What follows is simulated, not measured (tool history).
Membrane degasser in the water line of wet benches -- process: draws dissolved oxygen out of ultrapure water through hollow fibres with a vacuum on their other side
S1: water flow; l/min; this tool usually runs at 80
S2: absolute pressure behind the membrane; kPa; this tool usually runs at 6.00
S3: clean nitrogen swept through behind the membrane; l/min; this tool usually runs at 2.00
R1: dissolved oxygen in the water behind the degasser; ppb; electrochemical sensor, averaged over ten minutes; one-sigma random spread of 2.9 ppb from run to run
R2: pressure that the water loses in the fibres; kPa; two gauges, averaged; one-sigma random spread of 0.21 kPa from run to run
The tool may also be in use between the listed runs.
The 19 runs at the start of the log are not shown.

Run 20, hour 703.9: usual settings but S1 60 l/min, S2 4.08 kPa, S3 1.06 l/min. Result: R1 130.9 ppb, R2 36.87 kPa.
Run 21, hour 732.6: usual settings but S1 60 l/min. Result: R1 214.3 ppb, R2 37.15 kPa.
Run 22, hour 777.0: usual settings but S1 60 l/min, S2 3.84 kPa, S3 5.29 l/min. Result: R1 58.8 ppb, R2 37.15 kPa.
Run 23, hour 824.4: usual settings but S1 60 l/min, S2 3.84 kPa, S3 5.29 l/min. Result: R1 56.3 ppb, R2 37.23 kPa.
Run 24, hour 869.2: usual settings but S1 93 l/min, S2 9.33 kPa, S3 4.60 l/min. Result: R1 361.9 ppb, R2 57.77 kPa.
Run 25, hour 903.3: usual settings but S1 60 l/min, S2 12.00 kPa, S3 1.50 l/min. Result: R1 704.5 ppb, R2 37.18 kPa.
Run 26, hour 925.3: usual settings but S1 51 l/min, S2 6.78 kPa, S3 3.76 l/min. Result: R1 138.5 ppb, R2 31.44 kPa.
At hour 932.5: seals of the vacuum lines changed.
Run 27, hour 964.1: usual settings but S1 51 l/min, S2 6.78 kPa, S3 3.76 l/min. Result: R1 137.3 ppb, R2 31.67 kPa.
Run 28, hour 991.8: usual settings but S1 67 l/min, S2 6.94 kPa, S3 2.66 l/min. Result: R1 255.2 ppb, R2 41.41 kPa.
Run 29, hour 1023.3: usual settings but S1 73 l/min, S2 4.17 kPa, S3 1.18 l/min. Result: R1 167.4 ppb, R2 45.30 kPa.
At hour 1029.8: gauge calibrated.
Run 30, hour 1048.4: usual settings but S1 61 l/min, S2 4.42 kPa, S3 1.18 l/min. Result: R1 161.2 ppb, R2 36.84 kPa.
Run 31, hour 1074.4: usual settings but S1 61 l/min, S2 4.42 kPa, S3 1.18 l/min. Result: R1 160.1 ppb, R2 37.01 kPa.

Each row is a separate what-if for the run after 31, all from the same tool condition, not one after another. Results?
Run A, hour 1114.3: usual settings but S1 126 l/min, S2 9.35 kPa, S3 3.16 l/min. Result: R1 ?, R2 ?.
Run B, hour 1114.3: usual settings but S1 90 l/min. Result: R1 ?, R2 ?.
Run C, hour 1114.3: usual settings but S1 97 l/min, S2 6.44 kPa, S3 0.83 l/min. Result: R1 ?, R2 ?.
Run D, hour 1114.3: usual settings but S1 77 l/min, S3 4.15 l/min. Result: R1 ?, R2 ?.

run     R1     R2
  A  619.7  76.15
  B  326.9  54.41
  C  619.8  58.90
  D  181.0  46.79
With no hidden state in the tool, these same runs would have given:
run     R1     R2
  A  619.5  75.98
  B  326.7  54.29
  C  619.5  58.76
  D  180.9  46.68
